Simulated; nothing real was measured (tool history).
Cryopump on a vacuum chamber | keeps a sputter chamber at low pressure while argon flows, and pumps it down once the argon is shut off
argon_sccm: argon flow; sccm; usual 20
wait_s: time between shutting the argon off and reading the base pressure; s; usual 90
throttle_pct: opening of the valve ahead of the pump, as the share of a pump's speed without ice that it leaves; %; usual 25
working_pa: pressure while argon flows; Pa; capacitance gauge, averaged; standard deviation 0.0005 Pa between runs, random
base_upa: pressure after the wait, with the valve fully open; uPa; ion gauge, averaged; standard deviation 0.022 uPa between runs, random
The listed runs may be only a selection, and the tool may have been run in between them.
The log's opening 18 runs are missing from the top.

run 19 hour=576.7 | argon_sccm=12 wait_s=54 throttle_pct=53 | working_pa=0.0185 base_upa=1.89
run 20 hour=602.9 | argon_sccm=27 wait_s=54 throttle_pct=31 | working_pa=0.0656 base_upa=1.92
run 21 hour=623.1 | argon_sccm=27 wait_s=202 throttle_pct=31 | working_pa=0.0659 base_upa=1.25
run 22 hour=662.2 | argon_sccm=13 wait_s=215 throttle_pct=26 | working_pa=0.0374 base_upa=1.24
run 23 hour=704.4 | argon_sccm=8 wait_s=64 throttle_pct=25 | working_pa=0.0235 base_upa=1.76
run 24 hour=733.6 | argon_sccm=35 wait_s=84 throttle_pct=15 | working_pa=0.1730 base_upa=1.66
run 25 hour=766.6 | argon_sccm=35 wait_s=84 throttle_pct=15 | working_pa=0.1730 base_upa=1.68
run 26 hour=803.6 | argon_sccm=9 wait_s=46 throttle_pct=19 | working_pa=0.0356 base_upa=2.16
-- hour=825.8 pump warmed up, emptied and cooled again
run 27 hour=841.8 | argon_sccm=9 wait_s=46 throttle_pct=19 | working_pa=0.0341 base_upa=1.97
run 28 hour=873.1 | argon_sccm=19 wait_s=30 throttle_pct=25 | working_pa=0.0543 base_upa=2.55
run 29 hour=911.1 | argon_sccm=20 wait_s=299 throttle_pct=58 | working_pa=0.0255 base_upa=1.14
run 30 hour=942.5 | argon_sccm=20 wait_s=26 throttle_pct=43 | working_pa=0.0338 base_upa=2.82

Here are 3 independent what-if runs from the current tool condition. What would each one return?
run A hour=982.1 | argon_sccm=25 wait_s=90 throttle_pct=18 | working_pa=? base_upa=?
run B hour=982.1 | argon_sccm=20 wait_s=90 throttle_pct=53 | working_pa=? base_upa=?
run C hour=982.1 | argon_sccm=20 wait_s=58 throttle_pct=25 | working_pa=? base_upa=?

run=A working_pa=0.0997 base_upa=1.49
run=B working_pa=0.0276 base_upa=1.51
run=C working_pa=0.0583 base_upa=1.86
Stripped of hidden state, with their random variation kept, the same runs would have yielded:
run=A working_pa=0.0990 base_upa=0.66
run=B working_pa=0.0270 base_upa=0.68
run=C working_pa=0.0577 base_upa=1.00
